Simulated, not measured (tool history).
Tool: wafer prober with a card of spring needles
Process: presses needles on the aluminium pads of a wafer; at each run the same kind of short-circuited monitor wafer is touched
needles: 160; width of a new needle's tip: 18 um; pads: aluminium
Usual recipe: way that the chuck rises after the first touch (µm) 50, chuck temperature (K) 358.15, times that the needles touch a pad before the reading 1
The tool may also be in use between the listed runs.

run,hour,way that the chuck rises after the first touch (µm),chuck temperature (K),times that the needles touch a pad before the reading,resistance of one needle with its contact and lead (mohm),way that a needle slides on the pad (µm)
1,0.0,50,358.15,1,257,9.32
# hour 3.9: tips cleaned on abrasive film
# hour 7.8: tips cleaned on abrasive film
# hour 12.6: tips cleaned on abrasive film
# hour 17.4: tips cleaned on abrasive film
# hour 22.2: tips cleaned on abrasive film
# hour 26.1: tips cleaned on abrasive film
# hour 30.9: tips cleaned on abrasive film
# hour 35.7: tips cleaned on abrasive film
# hour 40.6: tips cleaned on abrasive film
# hour 44.6: height of the first contact set anew
# hour 45.7: tips cleaned on abrasive film
# hour 50.5: tips cleaned on abrasive film
# hour 55.3: tips cleaned on abrasive film
# hour 60.1: tips cleaned on abrasive film
# hour 65.0: tips cleaned on abrasive film
# hour 69.8: tips cleaned on abrasive film
# hour 74.6: tips cleaned on abrasive film
# hour 79.4: tips cleaned on abrasive film
# hour 84.2: tips cleaned on abrasive film
# hour 89.1: tips cleaned on abrasive film
# hour 92.9: tips cleaned on abrasive film
# hour 97.8: tips cleaned on abrasive film
2,100.2,50,358.15,1,1266,7.94
# hour 102.2: tips cleaned on abrasive film
# hour 107.0: tips cleaned on abrasive film
# hour 111.9: tips cleaned on abrasive film
# hour 116.7: tips cleaned on abrasive film
# hour 121.5: tips cleaned on abrasive film
# hour 126.3: tips cleaned on abrasive film
# hour 130.2: tips cleaned on abrasive film
# hour 135.0: tips cleaned on abrasive film
# hour 138.9: tips cleaned on abrasive film
# hour 143.7: tips cleaned on abrasive film
# hour 148.5: tips cleaned on abrasive film
# hour 153.3: tips cleaned on abrasive film
# hour 157.2: tips cleaned on abrasive film
# hour 162.0: tips cleaned on abrasive film
# hour 165.9: tips cleaned on abrasive film
# hour 169.8: tips cleaned on abrasive film
# hour 181.8: card fitted with new needles
# hour 186.6: tips cleaned on abrasive film
# hour 191.4: tips cleaned on abrasive film
# hour 196.3: tips cleaned on abrasive film
# hour 201.1: tips cleaned on abrasive film
# hour 205.0: tips cleaned on abrasive film
# hour 209.3: tips cleaned on abrasive film
3,209.3,50,358.15,1,169,10.76
# hour 214.1: tips cleaned on abrasive film
# hour 218.9: tips cleaned on abrasive film
# hour 223.7: tips cleaned on abrasive film
# hour 228.5: tips cleaned on abrasive film
# hour 233.4: tips cleaned on abrasive film
# hour 238.2: tips cleaned on abrasive film
# hour 243.0: tips cleaned on abrasive film
# hour 247.8: tips cleaned on abrasive film
# hour 252.6: tips cleaned on abrasive film
# hour 257.5: tips cleaned on abrasive film
# hour 262.3: tips cleaned on abrasive film
# hour 267.1: tips cleaned on abrasive film
# hour 271.0: tips cleaned on abrasive film
# hour 275.8: tips cleaned on abrasive film
# hour 279.7: tips cleaned on abrasive film
4,281.7,50,358.15,1,354,10.59
# hour 283.7: tips cleaned on abrasive film
# hour 288.5: tips cleaned on abrasive film
# hour 292.4: tips cleaned on abrasive film
# hour 297.2: tips cleaned on abrasive film
# hour 302.0: tips cleaned on abrasive film
# hour 305.9: tips cleaned on abrasive film
# hour 310.7: tips cleaned on abrasive film
# hour 314.6: tips cleaned on abrasive film
# hour 319.4: tips cleaned on abrasive film
# hour 324.2: tips cleaned on abrasive film
# hour 329.0: tips cleaned on abrasive film
# hour 333.9: tips cleaned on abrasive film
# hour 337.7: tips cleaned on abrasive film
5,340.7,50,358.15,1,391,10.27
# hour 341.7: tips cleaned on abrasive film
# hour 346.5: tips cleaned on abrasive film
# hour 351.3: tips cleaned on abrasive film
# hour 356.2: tips cleaned on abrasive film
# hour 361.0: tips cleaned on abrasive film
# hour 365.8: tips cleaned on abrasive film
# hour 370.6: tips cleaned on abrasive film
# hour 375.4: tips cleaned on abrasive film
# hour 379.3: tips cleaned on abrasive film
# hour 384.1: tips cleaned on abrasive film
# hour 389.0: tips cleaned on abrasive film
# hour 393.8: tips cleaned on abrasive film
# hour 398.6: tips cleaned on abrasive film
# hour 403.4: tips cleaned on abrasive film
# hour 408.2: tips cleaned on abrasive film
# hour 413.0: tips cleaned on abrasive film
# hour 416.9: tips cleaned on abrasive film
# hour 421.7: tips cleaned on abrasive film
# hour 426.6: tips cleaned on abrasive film
6,428.6,33,358.15,1,838,5.91
# hour 430.6: tips cleaned on abrasive film
# hour 434.5: tips cleaned on abrasive film
# hour 439.3: tips cleaned on abrasive film
# hour 443.2: tips cleaned on abrasive film
# hour 448.0: tips cleaned on abrasive film
# hour 452.8: tips cleaned on abrasive film
# hour 457.6: tips cleaned on abrasive film
# hour 462.4: tips cleaned on abrasive film
# hour 467.5: height of the first contact set anew, once more
# hour 467.6: tips cleaned on abrasive film
# hour 471.4: tips cleaned on abrasive film
7,471.5,33,358.15,1,254,7.09
# hour 475.4: tips cleaned on abrasive film
# hour 480.2: tips cleaned on abrasive film
# hour 485.0: tips cleaned on abrasive film
# hour 488.9: tips cleaned on abrasive film
# hour 493.7: tips cleaned on abrasive film
# hour 498.5: tips cleaned on abrasive film
# hour 502.4: tips cleaned on abrasive film
# hour 507.2: tips cleaned on abrasive film
# hour 512.0: tips cleaned on abrasive film
# hour 516.9: tips cleaned on abrasive film
# hour 520.7: tips cleaned on abrasive film
# hour 525.5: tips cleaned on abrasive film
# hour 529.4: tips cleaned on abrasive film
# hour 534.2: tips cleaned on abrasive film
# hour 538.1: tips cleaned on abrasive film
# hour 542.0: tips cleaned on abrasive film
# hour 546.8: tips cleaned on abrasive film
# hour 551.6: tips cleaned on abrasive film
# hour 556.5: tips cleaned on abrasive film
# hour 561.3: tips cleaned on abrasive film
8,562.2,51,298.15,1,288,10.66
# hour 566.1: tips cleaned on abrasive film
# hour 570.9: tips cleaned on abrasive film
# hour 575.7: tips cleaned on abrasive film
# hour 579.6: tips cleaned on abrasive film
# hour 584.4: tips cleaned on abrasive film
# hour 588.3: tips cleaned on abrasive film
# hour 593.1: tips cleaned on abrasive film
# hour 597.0: tips cleaned on abrasive film
# hour 601.8: tips cleaned on abrasive film
# hour 605.7: tips cleaned on abrasive film
# hour 610.5: tips cleaned on abrasive film
# hour 615.3: tips cleaned on abrasive film
# hour 620.1: tips cleaned on abrasive film
# hour 624.9: tips cleaned on abrasive film
9,626.9,36,380.15,2,452,7.05
# hour 628.9: tips cleaned on abrasive film
# hour 632.7: tips cleaned on abrasive film
# hour 637.6: tips cleaned on abrasive film
# hour 642.4: tips cleaned on abrasive film
# hour 646.3: tips cleaned on abrasive film
# hour 651.1: tips cleaned on abrasive film
# hour 655.0: tips cleaned on abrasive film
# hour 659.8: tips cleaned on abrasive film
# hour 663.7: tips cleaned on abrasive film
# hour 668.5: tips cleaned on abrasive film
# hour 672.4: tips cleaned on abrasive film
# hour 677.2: tips cleaned on abrasive film
# hour 682.0: tips cleaned on abrasive film
# hour 686.8: tips cleaned on abrasive film
10,688.1,36,380.15,2,477,6.78
# hour 691.1: tips cleaned on abrasive film
# hour 695.9: tips cleaned on abrasive film
# hour 700.7: tips cleaned on abrasive film
# hour 705.5: tips cleaned on abrasive film
# hour 710.3: tips cleaned on abrasive film
# hour 714.2: tips cleaned on abrasive film
# hour 718.1: tips cleaned on abrasive film
# hour 722.9: tips cleaned on abrasive film
# hour 726.8: tips cleaned on abrasive film
# hour 730.7: tips cleaned on abrasive film
# hour 735.5: tips cleaned on abrasive film
# hour 739.4: tips cleaned on abrasive film
# hour 743.2: tips cleaned on abrasive film
# hour 748.1: tips cleaned on abrasive film
11,749.3,50,373.15,3,263,9.33
# hour 752.2: tips cleaned on abrasive film
# hour 757.0: tips cleaned on abrasive film
# hour 761.9: tips cleaned on abrasive film
# hour 765.7: tips cleaned on abrasive film
# hour 770.6: tips cleaned on abrasive film
# hour 775.4: tips cleaned on abrasive film
# hour 780.2: tips cleaned on abrasive film
# hour 785.0: tips cleaned on abrasive film
# hour 789.8: tips cleaned on abrasive film
# hour 793.7: tips cleaned on abrasive film
12,794.7,37,358.15,1,732,6.43

For each run, the measured value with the value that run would have given without the tool's hidden condition subtracted. The run-to-run variation is shared by both, the gauge scatter possibly not:
What the log doesn't record here: debris on the tips, nm; way that the needles fall short of the set height, um; tips' diameter, um; drift of the gauge itself on contact_mohm, %; drift of the gauge itself on scrub_um, %.
run,resistance of one needle with its contact and lead (mohm),way that a needle slides on the pad (µm)
1,+107,-1.58
2,+1118,-3.00
3,+19,-0.14
4,+205,-0.54
5,+244,-0.83
6,+676,-1.28
7,+91,-0.05
8,+149,-0.58
9,+291,-0.95
10,+312,-1.32
11,+111,-1.65
12,+572,-1.91

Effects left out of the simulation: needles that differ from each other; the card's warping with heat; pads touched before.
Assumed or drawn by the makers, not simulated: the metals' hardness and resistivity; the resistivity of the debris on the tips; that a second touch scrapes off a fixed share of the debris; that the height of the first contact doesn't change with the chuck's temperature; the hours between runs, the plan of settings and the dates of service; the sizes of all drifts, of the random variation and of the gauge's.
